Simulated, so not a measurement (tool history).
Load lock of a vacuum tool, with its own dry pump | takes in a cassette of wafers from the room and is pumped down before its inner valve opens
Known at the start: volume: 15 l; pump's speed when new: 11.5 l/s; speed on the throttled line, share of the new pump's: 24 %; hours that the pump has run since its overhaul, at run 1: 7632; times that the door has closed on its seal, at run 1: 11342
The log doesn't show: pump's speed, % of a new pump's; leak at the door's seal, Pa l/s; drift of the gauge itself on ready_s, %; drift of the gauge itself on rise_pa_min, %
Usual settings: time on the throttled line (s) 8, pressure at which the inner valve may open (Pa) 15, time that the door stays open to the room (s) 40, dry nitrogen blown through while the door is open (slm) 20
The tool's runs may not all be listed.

run    hour  time on the throttled line (s)  pressure at which the inner valve may open (Pa)  time that the door stays open to the room (s)  dry nitrogen blown through while the door is open (slm)  hours that the pump has run since its overhaul  times that the door has closed on its seal  incoming humidity of the room's air, %  time from the closed door until the inner valve may open (s)  rise of the pressure with all valves shut (Pa/min)
  1       0                               8                                               15                                             40                                                       20                                            7632                                       11342                                    42.8                                                          17.7                                               0.025
  2   278.7                               8                                               15                                             40                                                       20                                            7911                                       11756                                    46.9                                                          17.5                                               0.033
  3   521.1                               8                                               15                                             40                                                       20                                            8153                                       12117                                    44.7                                                          17.8                                               0.029
  4     676                               8                                               15                                             40                                                       20                                            8308                                       12347                                    46.3                                                          17.8                                               0.031
  5     938                               8                                               15                                             40                                                       20                                            8570                                       12736                                    47.2                                                          17.6                                               0.022
  6  1190.9                               8                                               15                                             40                                                       17                                            8823                                       13112                                    45.2                                                          17.5                                               0.028
  7  1368.7                               8                                               15                                             40                                                       17                                            9001                                       13376                                    47.1                                                          17.5                                                0.03
  8  1561.3                               8                                               15                                             40                                                       17                                            9194                                       13662                                    44.5                                                          17.4                                               0.029
  9  1870.2                               8                                               15                                             40                                                       17                                            9503                                       14121                                    45.8                                                          17.5                                               0.028
 10  2066.6                               8                                               15                                             28                                                       20                                            9699                                       14413                                    44.6                                                          17.6                                               0.028
 11  2304.7                               8                                               15                                             28                                                       20                                            9937                                       14767                                    49.1                                                          17.6                                               0.024
 12  2563.9                               8                                               15                                             28                                                       20                                           10196                                       15152                                    45.4                                                          17.9                                               0.026
 13  2826.7                               8                                               15                                             27                                                        5                                           10459                                       15543                                    45.2                                                          17.9                                               0.026
 14  3022.2                               6                                               15                                             27                                                       32                                           10655                                       15833                                    44.8                                                            16                                               0.021
 15  3322.3                              12                                               25                                            103                                                       10                                           10955                                       16279                                    43.6                                                          19.8                                               0.052
 16  3607.9                              15                                               21                                             40                                                       20                                           11240                                       16704                                    47.9                                                          22.6                                                0.03
 17  3799.1                               8                                               15                                             40                                                       14                                           11431                                       16988                                    44.4                                                          17.5                                               0.029
 18  3951.9                              11                                               19                                            161                                                        6                                           11584                                       17215                                    50.5                                                          19.7                                               0.089
 19    4226                              11                                               19                                            161                                                        6                                           11858                                       17622                                    47.6                                                          19.6                                               0.089
 20  4480.8                               9                                               15                                            180                                                        7                                           12113                                       18001                                    47.5                                                          18.3                                               0.084
 21  4792.1                              15                                               22                                            153                                                        4                                           12424                                       18463                                    45.8                                                          22.4                                               0.083
 22  5005.9                               5                                               15                                             32                                                       36                                           12638                                       18781                                    42.7                                                          15.4                                               0.016

5 ways to go on from here, each from the tool as it stands after run 22. What would each give?
  A  5309.6                               5                                               15                                             32                                                       20                                           12942                                       19233                                    43.2                                                             ?                                                   ?
  B  5309.6                              11                                               24                                             50                                                       20                                           12942                                       19233                                    47.1                                                             ?                                                   ?
  C  5309.6                               9                                               15                                             38                                                       20                                           12942                                       19233                                    44.8                                                             ?                                                   ?
  D  5309.6                              12                                               20                                            206                                                       20                                           12942                                       19233                                      45                                                             ?                                                   ?
  E  5309.6                               5                                               13                                            109                                                       36                                           12942                                       19233                                    43.7                                                             ?                                                   ?

run  time from the closed door until the inner valve may open (s)  rise of the pressure with all valves shut (Pa/min)
  A                                                          15.2                                               0.024
  B                                                          19.7                                                0.03
  C                                                          18.5                                               0.028
  D                                                          20.1                                               0.071
  E                                                          15.6                                               0.039
Without the tool's hidden state the same runs would have given:
run  time from the closed door until the inner valve may open (s)  rise of the pressure with all valves shut (Pa/min)
  A                                                          15.2                                               0.024
  B                                                          19.7                                                0.03
  C                                                          18.5                                               0.028
  D                                                          20.1                                                0.07
  E                                                          15.6                                               0.039
